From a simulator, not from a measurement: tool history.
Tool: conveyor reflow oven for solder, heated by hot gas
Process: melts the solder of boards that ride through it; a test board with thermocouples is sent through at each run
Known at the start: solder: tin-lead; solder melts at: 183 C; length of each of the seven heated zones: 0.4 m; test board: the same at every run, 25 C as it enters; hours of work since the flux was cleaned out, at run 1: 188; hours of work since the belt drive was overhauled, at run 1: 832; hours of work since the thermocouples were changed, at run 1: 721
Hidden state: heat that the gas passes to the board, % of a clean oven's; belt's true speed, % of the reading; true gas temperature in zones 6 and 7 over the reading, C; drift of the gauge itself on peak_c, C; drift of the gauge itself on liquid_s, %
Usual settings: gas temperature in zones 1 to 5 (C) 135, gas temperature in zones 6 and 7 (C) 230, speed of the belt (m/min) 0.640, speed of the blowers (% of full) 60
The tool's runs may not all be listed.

run	day	gas temperature in zones 1 to 5 (C)	gas temperature in zones 6 and 7 (C)	speed of the belt (m/min)	speed of the blowers (% of full)	hours of work since the flux was cleaned out	hours of work since the belt drive was overhauled	hours of work since the thermocouples were changed	highest temperature of the board (C)	time above the solder's melting point (s)
1	0.000	135	230	0.640	60	188	832	721	211.9	51.6
2	1.596	135	230	0.640	60	204	849	737	211.4	51.3
3	2.842	135	228	0.640	60	217	861	750	210.3	49.9
4	4.262	135	228	0.640	60	231	876	764	209.3	49.5
5	6.496	141	230	0.640	60	254	898	787	212.1	54.3
6	8.812	141	230	0.640	60	277	922	810	211.5	53.8
7	10.792	135	230	0.624	60	297	942	830	211.4	52.3
8	12.000	135	230	0.624	60	309	954	842	211.8	52.4
9	14.450	135	230	0.624	60	334	979	867	211.4	52.4
10	16.646	135	230	0.624	60	356	1001	889	210.6	52.3
# day 17.288: flux residue cleaned out of gas plates and filters
11	17.992	135	230	0.624	60	7	1012	901	213.5	55.4
12	19.162	135	230	0.624	60	19	1024	913	213.8	54.7
13	21.512	135	230	0.624	60	43	1048	936	213.1	54.9
14	22.525	135	230	0.624	60	53	1058	947	213.1	54.6
15	24.000	135	230	0.624	60	68	1073	962	212.3	54.3
16	26.429	135	237	0.713	60	92	1097	986	214.9	47.8
17	28.800	135	219	0.640	60	116	1121	1010	202.0	41.5
18	30.508	135	219	0.741	78	134	1139	1027	200.2	33.7
19	32.838	135	219	0.741	78	157	1162	1051	200.0	33.2
20	34.392	120	233	0.741	53	173	1178	1067	203.6	32.2
21	35.929	120	233	0.741	53	188	1193	1082	203.5	32.0
22	36.996	121	240	0.754	53	199	1204	1093	209.3	36.5
23	38.325	132	230	0.640	60	213	1218	1106	210.7	48.9
24	39.838	132	230	0.640	60	228	1233	1122	209.9	49.3
# day 40.175: belt drive overhauled, speed set with a stopwatch
25	42.525	132	230	0.554	67	253	24	1147	214.7	62.0
26	44.325	135	230	0.611	60	272	42	1165	211.0	53.2
27	45.842	135	230	0.611	60	287	57	1181	211.3	53.3
28	46.908	135	230	0.533	60	298	68	1191	214.6	66.1
29	48.642	135	230	0.639	62	315	86	1209	210.0	49.2
30	50.817	144	233	0.730	89	337	108	1231	213.0	48.6

Forecast each of these 3 alternatives for the next run:
A	52.433	135	230	0.541	70	353	124	1247	?	?
B	52.433	144	233	0.730	53	353	124	1247	?	?
C	52.433	142	233	0.730	79	353	124	1247	?	?

run	highest temperature of the board (C)	time above the solder's melting point (s)
A	215.6	65.4
B	207.9	42.9
C	211.1	45.9
Without the tool's hidden state the same runs would have given:
run	highest temperature of the board (C)	time above the solder's melting point (s)
A	222.2	71.2
B	214.6	48.9
C	218.2	51.4

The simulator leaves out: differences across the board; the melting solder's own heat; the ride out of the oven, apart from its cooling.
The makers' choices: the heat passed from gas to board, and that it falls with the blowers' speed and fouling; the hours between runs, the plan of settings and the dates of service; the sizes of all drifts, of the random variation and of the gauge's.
